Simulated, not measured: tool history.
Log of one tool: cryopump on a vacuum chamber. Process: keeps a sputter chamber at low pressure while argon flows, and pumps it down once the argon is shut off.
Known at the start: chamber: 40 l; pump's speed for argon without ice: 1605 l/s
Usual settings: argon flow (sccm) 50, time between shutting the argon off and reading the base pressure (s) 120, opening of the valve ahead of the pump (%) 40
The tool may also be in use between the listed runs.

run    hour  argon flow (sccm)  time between shutting the argon off and reading the base pressure (s)  opening of the valve ahead of the pump (%)  pressure while argon flows (Pa)  pressure after the wait (uPa)
  1     0.0                 50                                                                    120                                          40                           0.1337                           0.92
  2    56.8                 50                                                                    120                                          40                           0.1356                           0.98
  3   121.8                 50                                                                    120                                          40                           0.1349                           0.99
  4   172.0                 50                                                                    120                                          40                           0.1357                           0.96
  5   243.5                 50                                                                    120                                          40                           0.1375                           0.94
  6   280.3                 50                                                                    242                                          40                           0.1370                           0.73
  7   343.5                 50                                                                    242                                          40                           0.1378                           0.75
  8   410.3                 50                                                                    120                                          40                           0.1385                           1.03
  9   482.1                 50                                                                    120                                          40                           0.1396                           1.05
 10   556.9                 50                                                                     92                                          40                           0.1405                           1.26
 11   595.9                 50                                                                    120                                          21                           0.2618                           1.07
 12   646.7                 50                                                                    120                                          21                           0.2617                           1.04
 13   706.8                 50                                                                    120                                          21                           0.2612                           1.05
 14   739.8                 50                                                                    120                                          40                           0.1446                           1.11
 15   816.5                 50                                                                    120                                          40                           0.1462                           1.11
 16   896.1                 50                                                                     44                                          40                           0.1465                           2.07
 17   936.4                 50                                                                     44                                          40                           0.1479                           2.11
 18   996.4                 50                                                                     44                                          40                           0.1500                           2.11
 19  1065.6                 82                                                                     51                                          17                           0.5361                           1.92
 20  1101.5                 21                                                                    109                                          40                           0.0644                           1.28
 21  1143.2                 86                                                                    239                                          56                           0.1949                           0.97
 22  1221.5                 22                                                                    239                                          56                           0.0516                           0.96
 23  1256.2                 22                                                                     71                                          18                           0.1387                           1.60
 24  1334.7                 68                                                                    147                                          18                           0.4298                           1.14
     1367.4  -- pump warmed up, emptied and cooled again
 25  1393.0                 24                                                                    147                                          18                           0.1409                           0.95
 26  1446.2                 99                                                                     22                                          27                           0.3920                           3.48
 27  1488.9                 34                                                                     54                                          34                           0.1073                           1.75
 28  1564.3                 49                                                                     54                                          45                           0.1174                           1.73
 29  1644.1                 49                                                                     54                                          45                           0.1192                           1.77
 30  1698.7                 51                                                                    172                                          40                           0.1392                           0.93
 31  1741.0                 22                                                                    145                                          16                           0.1479                           1.01
 32  1774.3                 55                                                                    120                                          40                           0.1518                           1.10
 33  1837.9                 71                                                                     30                                          44                           0.1803                           2.79
 34  1895.5                 71                                                                     25                                          28                           0.2777                           3.26
 35  1941.1                 47                                                                     70                                          17                           0.2991                           1.62

Forecast each of these 3 alternatives for the next run:
  A  2020.7                 38                                                                    210                                          37                                ?                              ?
  B  2020.7                 47                                                                     22                                          43                                ?                              ?
  C  2020.7                 50                                                                    120                                          55                                ?                              ?

run  pressure while argon flows (Pa)  pressure after the wait (uPa)
  A                           0.1154                           0.98
  B                           0.1233                           3.60
  C                           0.1062                           1.18
Without the tool's hidden state the same runs would have given:
run  pressure while argon flows (Pa)  pressure after the wait (uPa)
  A                           0.1081                           0.52
  B                           0.1142                           3.15
  C                           0.0965                           0.71
